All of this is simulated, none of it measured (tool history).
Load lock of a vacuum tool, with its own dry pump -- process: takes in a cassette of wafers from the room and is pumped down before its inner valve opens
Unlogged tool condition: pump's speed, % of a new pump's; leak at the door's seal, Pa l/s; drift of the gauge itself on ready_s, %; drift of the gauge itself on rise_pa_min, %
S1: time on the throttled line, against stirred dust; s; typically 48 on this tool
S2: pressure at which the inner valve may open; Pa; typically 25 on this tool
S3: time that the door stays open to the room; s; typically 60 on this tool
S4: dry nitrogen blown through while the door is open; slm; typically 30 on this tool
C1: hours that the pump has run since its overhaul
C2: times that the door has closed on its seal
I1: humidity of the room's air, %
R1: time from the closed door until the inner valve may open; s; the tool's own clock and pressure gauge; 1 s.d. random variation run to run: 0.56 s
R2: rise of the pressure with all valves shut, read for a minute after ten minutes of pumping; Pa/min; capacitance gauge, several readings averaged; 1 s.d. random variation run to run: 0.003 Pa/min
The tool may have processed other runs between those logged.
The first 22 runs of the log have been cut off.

{"hour": 5082.1, "done": "dry pump taken out, an overhauled one fitted"}
{"run": 23, "hour": 5304.2, "S1": 48, "S2": 27, "S3": 60, "S4": 30, "C1": 222, "C2": 1520, "I1": 45.1, "R1": 77.7, "R2": 0.052}
{"run": 24, "hour": 5489.0, "S1": 48, "S2": 31, "S3": 60, "S4": 30, "C1": 407, "C2": 1961, "I1": 43.9, "R1": 77.5, "R2": 0.056}
{"run": 25, "hour": 5781.7, "S1": 48, "S2": 20, "S3": 203, "S4": 30, "C1": 700, "C2": 2659, "I1": 43.6, "R1": 80.7, "R2": 0.117}
{"run": 26, "hour": 5961.3, "S1": 63, "S2": 20, "S3": 102, "S4": 4, "C1": 879, "C2": 3088, "I1": 44.2, "R1": 92.5, "R2": 0.132}
{"run": 27, "hour": 6138.2, "S1": 63, "S2": 20, "S3": 162, "S4": 4, "C1": 1056, "C2": 3510, "I1": 42.2, "R1": 92.0, "R2": 0.166}
{"run": 28, "hour": 6415.2, "S1": 63, "S2": 46, "S3": 162, "S4": 4, "C1": 1333, "C2": 4171, "I1": 47.2, "R1": 88.7, "R2": 0.188}
{"run": 29, "hour": 6651.5, "S1": 63, "S2": 46, "S3": 162, "S4": 4, "C1": 1569, "C2": 4736, "I1": 44.4, "R1": 89.6, "R2": 0.177}
{"run": 30, "hour": 6844.0, "S1": 25, "S2": 25, "S3": 220, "S4": 21, "C1": 1762, "C2": 5195, "I1": 47.3, "R1": 59.0, "R2": 0.171}
{"run": 31, "hour": 7102.0, "S1": 25, "S2": 25, "S3": 220, "S4": 21, "C1": 2020, "C2": 5811, "I1": 44.6, "R1": 60.4, "R2": 0.16}
{"run": 32, "hour": 7447.5, "S1": 25, "S2": 38, "S3": 35, "S4": 38, "C1": 2365, "C2": 6636, "I1": 48.4, "R1": 58.0, "R2": 0.064}
{"run": 33, "hour": 7614.9, "S1": 25, "S2": 38, "S3": 35, "S4": 38, "C1": 2533, "C2": 7035, "I1": 44.4, "R1": 57.3, "R2": 0.069}
{"run": 34, "hour": 7839.9, "S1": 25, "S2": 46, "S3": 78, "S4": 42, "C1": 2758, "C2": 7572, "I1": 43.8, "R1": 57.0, "R2": 0.084}
{"run": 35, "hour": 8019.8, "S1": 25, "S2": 46, "S3": 78, "S4": 42, "C1": 2938, "C2": 8002, "I1": 46.4, "R1": 57.5, "R2": 0.095}
{"run": 36, "hour": 8165.9, "S1": 25, "S2": 46, "S3": 78, "S4": 42, "C1": 3084, "C2": 8350, "I1": 43.7, "R1": 57.8, "R2": 0.094}
{"run": 37, "hour": 8368.5, "S1": 33, "S2": 46, "S3": 169, "S4": 42, "C1": 3286, "C2": 8834, "I1": 45.4, "R1": 64.0, "R2": 0.128}

Consider 4 possible next runs. They are alternatives, not a sequence: every one starts from the tool as it was left by run 37. What does each give?
{"run": "A", "hour": 8519.2, "S1": 26, "S2": 25, "S3": 192, "S4": 6, "C1": 3437, "C2": 9194, "I1": 43.6, "R1": "?", "R2": "?"}
{"run": "B", "hour": 8519.2, "S1": 33, "S2": 27, "S3": 102, "S4": 27, "C1": 3437, "C2": 9194, "I1": 46.4, "R1": "?", "R2": "?"}
{"run": "C", "hour": 8519.2, "S1": 33, "S2": 46, "S3": 32, "S4": 31, "C1": 3437, "C2": 9194, "I1": 42.3, "R1": "?", "R2": "?"}
{"run": "D", "hour": 8519.2, "S1": 44, "S2": 27, "S3": 194, "S4": 30, "C1": 3437, "C2": 9194, "I1": 41.2, "R1": "?", "R2": "?"}

run=A R1=61.6 R2=0.213
run=B R1=67.7 R2=0.125
run=C R1=64.1 R2=0.084
run=D R1=77.0 R2=0.148
Without the tool's hidden state the same runs would have given:
run=A R1=59.6 R2=0.162
run=B R1=65.8 R2=0.073
run=C R1=62.3 R2=0.033
run=D R1=75.2 R2=0.096

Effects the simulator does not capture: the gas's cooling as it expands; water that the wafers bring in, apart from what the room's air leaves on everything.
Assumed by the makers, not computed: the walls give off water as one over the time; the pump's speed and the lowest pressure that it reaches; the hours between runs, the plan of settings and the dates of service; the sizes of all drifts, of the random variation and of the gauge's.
